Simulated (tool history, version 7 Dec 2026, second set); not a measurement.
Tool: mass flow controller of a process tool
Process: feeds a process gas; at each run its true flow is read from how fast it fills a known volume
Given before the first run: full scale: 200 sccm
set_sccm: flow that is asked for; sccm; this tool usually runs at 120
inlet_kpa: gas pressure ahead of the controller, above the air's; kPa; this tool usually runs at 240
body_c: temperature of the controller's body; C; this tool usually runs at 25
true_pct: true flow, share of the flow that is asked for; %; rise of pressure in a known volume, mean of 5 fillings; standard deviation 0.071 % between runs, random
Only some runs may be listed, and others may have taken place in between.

run,hour,set_sccm,inlet_kpa,body_c,true_pct
1,0,120,240,25,100.45
2,68,120,240,25,100.35
3,192.9,60,240,25,100.65
4,316.5,120,240,30,100.9
5,385.1,120,251,25,100.56
6,487,120,240,25,100.5
7,628.9,120,240,25,100.48
8,740.3,120,240,25,100.67
9,874.9,120,240,25,100.67
10,1003.6,90,240,25,100.72
11,1107.9,51,240,25,101.14
12,1253,51,240,25,101.16
13,1348.3,51,240,25,101.13
14,1413.3,120,240,25,100.57
15,1546.3,120,240,25,100.7
16,1626.6,120,240,25,100.59
17,1752.5,120,162,25,100.29
18,1821.2,120,162,25,100.29
19,1968.2,120,240,32,101.56
20,2102.5,120,240,32,101.66
21,2196.2,120,240,27,100.94
22,2304,120,240,26,100.9
23,2416.5,120,240,26,100.94
24,2506,120,143,25,100.48
25,2577.3,125,145,33,101.25
26,2694.3,125,145,33,101.22
27,2763.3,125,145,33,101.27
28,2837,21,179,31,104.86
29,2926.1,21,146,33,105.05
30,3033.9,21,146,33,105.13
31,3098.8,71,188,28,101.3
32,3233.6,160,168,31,101.33
33,3378.9,160,168,31,101.23
34,3506.3,160,168,30,101.29
35,3590.7,99,240,25,101.13
36,3691.3,120,154,25,100.7
37,3817.7,184,240,31,101.99
38,3950.5,53,156,29,101.92
39,4069.3,158,240,29,101.53
40,4158.9,120,251,26,101.35
41,4261.6,120,251,26,101.32
42,4331.2,31,251,23,103.46
43,4402.9,88,278,23,101.38
44,4523.2,41,240,25,102.78
45,4653.3,95,163,40,102.49
46,4763.4,31,178,25,103.71
47,4839.5,120,181,24,100.91
48,4964.2,149,244,21,100.84

Below, some changes in true_pct between adjacent runs. For each, the amount present without the hidden state too (settings, incoming material, random variation) and the amount remaining for the hidden state with gauge scatter not shared by both compared results:
Hidden conditions of the tool in this case: flow at rest that the sensor doesn't see, % of full scale; true flow over the shown one, %; drift of the gauge itself on true_pct, %.
Run 27 -> 28: set_sccm 125 -> 21, inlet_kpa 145 -> 179, body_c 33 -> 31. true_pct +3.59 %: hidden state +4.28, all else -0.69.
Run 30 -> 31: set_sccm 21 -> 71, inlet_kpa 146 -> 188, body_c 33 -> 28. true_pct -3.83 %: hidden state -3.69, all else -0.14.
Run 46 -> 47: set_sccm 31 -> 120, inlet_kpa 178 -> 181, body_c 25 -> 24. true_pct -2.8 %: hidden state -3.24, all else +0.44.
